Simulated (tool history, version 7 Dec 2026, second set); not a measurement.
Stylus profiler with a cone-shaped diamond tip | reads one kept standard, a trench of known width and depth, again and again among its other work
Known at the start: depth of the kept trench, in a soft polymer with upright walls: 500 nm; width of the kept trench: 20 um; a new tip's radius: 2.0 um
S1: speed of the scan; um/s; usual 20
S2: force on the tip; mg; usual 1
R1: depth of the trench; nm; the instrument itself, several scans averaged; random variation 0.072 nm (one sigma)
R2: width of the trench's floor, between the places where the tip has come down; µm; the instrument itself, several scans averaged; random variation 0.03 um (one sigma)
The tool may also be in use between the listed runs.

run	hour	S1	S2	R1	R2
1	0	20	1	501.17	16.44
2	49.5	20	1.06	501.16	16.45
3	99.5	20	1.06	501.09	16.42
4	186.9	20	2.37	502.46	16.39
5	240.3	20	2.37	502.58	16.45
6	322.4	20	1	500.87	16.32
7	410.9	20	1	500.69	16.28
8	492.9	20	1	500.69	16.22
# hour 585.8: height scale calibrated on a step standard
9	585.8	20	1	499.82	16.22
10	638.9	20	1	499.79	16.12
11	735.5	20	1	499.68	16.06
12	779.6	20	1	499.67	16.06
13	865	20	1	499.64	15.99
# hour 896.6: height scale calibrated on a step standard, once more
14	919.9	20	1	502.31	15.99
15	968.3	20	0.48	501.47	15.94
16	1009.2	20	0.48	501.47	15.88
17	1063.5	20	1	502.19	15.95
18	1160.6	20	1	502.13	15.91
19	1234.7	20	1	502.02	15.83
20	1276.2	9	0.47	501.33	15.84
21	1369.1	9	1.25	502.28	15.84
22	1429.9	9	1.25	502.18	15.84
23	1478.9	9	1.79	502.77	15.83
24	1557.6	28	2.09	502.95	15.68
25	1611.1	48	1.41	502.16	15.56
26	1675.9	38	1.85	502.58	15.59
27	1736.3	21	0.38	500.66	15.55
28	1777.8	21	0.38	500.78	15.52
29	1841.8	21	0.38	500.65	15.5
30	1903.1	70	0.78	501.19	15.21
31	1995.2	14	1.31	501.84	15.61
32	2043.7	14	1.31	501.75	15.51
33	2133.5	19	2.16	502.55	15.47
34	2174.5	50	2.84	503.23	15.35
35	2213.7	7	0.62	500.67	15.43
36	2289.5	43	1.99	502.22	15.31
37	2337.5	14	1.59	501.77	15.45

4 ways to go on from here, each from the tool as it stands after run 37. What would each give?
A	2406.6	49	0.9	?	?
B	2406.6	33	2.07	?	?
C	2406.6	8	0.52	?	?
D	2406.6	14	0.8	?	?

run	R1	R2
A	500.86	15.12
B	502.24	15.27
C	500.33	15.39
D	500.8	15.37
Without the tool's hidden state the same runs would have given:
run	R1	R2
A	501.78	17.02
B	503.16	17.17
C	501.25	17.29
D	501.72	17.27
